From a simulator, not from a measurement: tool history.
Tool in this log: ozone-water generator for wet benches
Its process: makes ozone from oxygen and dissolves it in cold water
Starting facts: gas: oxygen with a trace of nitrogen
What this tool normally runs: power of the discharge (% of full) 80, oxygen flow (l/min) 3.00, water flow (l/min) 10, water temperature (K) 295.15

run,hour,power of the discharge (% of full),oxygen flow (l/min),water flow (l/min),water temperature (K),dissolved ozone (ppm),ozone in the gas ahead of the water (g/m3)
1,0.0,80,3.00,10,295.15,24.9,213.4
2,136.3,80,3.00,10,295.15,24.6,212.3
3,245.8,80,3.00,10,295.15,24.9,213.8
4,353.6,80,3.00,9,295.15,26.6,211.3
5,497.5,80,2.61,10,295.15,25.1,232.0
6,585.6,80,3.00,10,299.15,23.6,214.5
7,796.5,45,3.00,10,295.15,16.2,139.3
8,970.2,52,3.00,10,295.15,18.0,156.4
9,1111.7,80,3.00,10,297.15,23.9,214.2
10,1216.4,80,3.00,10,295.15,24.7,216.5
11,1375.6,80,3.00,10,295.15,24.6,216.6
12,1467.5,80,3.00,10,295.15,24.8,215.0
13,1628.1,80,3.00,10,295.15,24.4,215.8
14,1831.1,80,3.00,10,295.15,24.6,215.7
15,2025.0,80,3.00,10,295.15,24.8,217.8
16,2207.7,80,3.00,10,295.15,24.8,217.5
17,2346.1,80,3.00,10,295.15,24.7,219.2
18,2484.4,94,2.45,10,303.15,25.1,281.1
19,2592.7,41,3.00,6,302.15,18.2,132.6
20,2679.6,59,3.00,10,295.15,19.8,174.3
21,2771.2,59,3.00,10,295.15,19.6,173.2
22,2909.7,59,3.75,12,294.15,16.7,151.2
23,3107.4,80,3.00,9,295.15,26.6,218.0
24,3217.8,80,3.00,9,295.15,26.6,217.9
# hour 3373.5: gauge calibrated
25,3401.1,80,1.98,14,295.15,19.0,279.5
26,3613.6,55,2.28,7,296.15,24.8,192.8
27,3730.2,86,3.00,9,295.15,28.0,227.3
28,3831.6,86,5.06,7,298.15,26.5,159.9
29,3923.3,86,5.06,7,298.15,26.3,159.0
30,4086.6,86,5.06,13,298.15,18.2,159.6
31,4290.9,56,5.06,13,298.15,13.3,117.4

Each run again, without the hidden state but with its own random variation kept:
What the log doesn't record here: yield of the discharge, % of new electrodes'; contactor's efficiency, % of a clean one's; true water temperature over the reading, C; drift of the gauge itself on ozone_ppm, %; drift of the gauge itself on gas_g_m3, %.
run,ozone in the gas ahead of the water (g/m3)
1,213.6
2,212.2
3,213.5
4,210.9
5,231.3
6,213.7
7,138.5
8,155.3
9,212.5
10,214.6
11,214.4
12,212.7
13,213.2
14,212.8
15,214.6
16,214.0
17,215.4
18,276.0
19,129.9
20,170.7
21,169.6
22,147.9
23,213.0
24,212.7
25,279.9
26,192.7
27,227.1
28,159.6
29,158.7
30,159.1
31,116.7
dissolved ozone (ppm): differs from the measured result by no more than 0.1 in any run.

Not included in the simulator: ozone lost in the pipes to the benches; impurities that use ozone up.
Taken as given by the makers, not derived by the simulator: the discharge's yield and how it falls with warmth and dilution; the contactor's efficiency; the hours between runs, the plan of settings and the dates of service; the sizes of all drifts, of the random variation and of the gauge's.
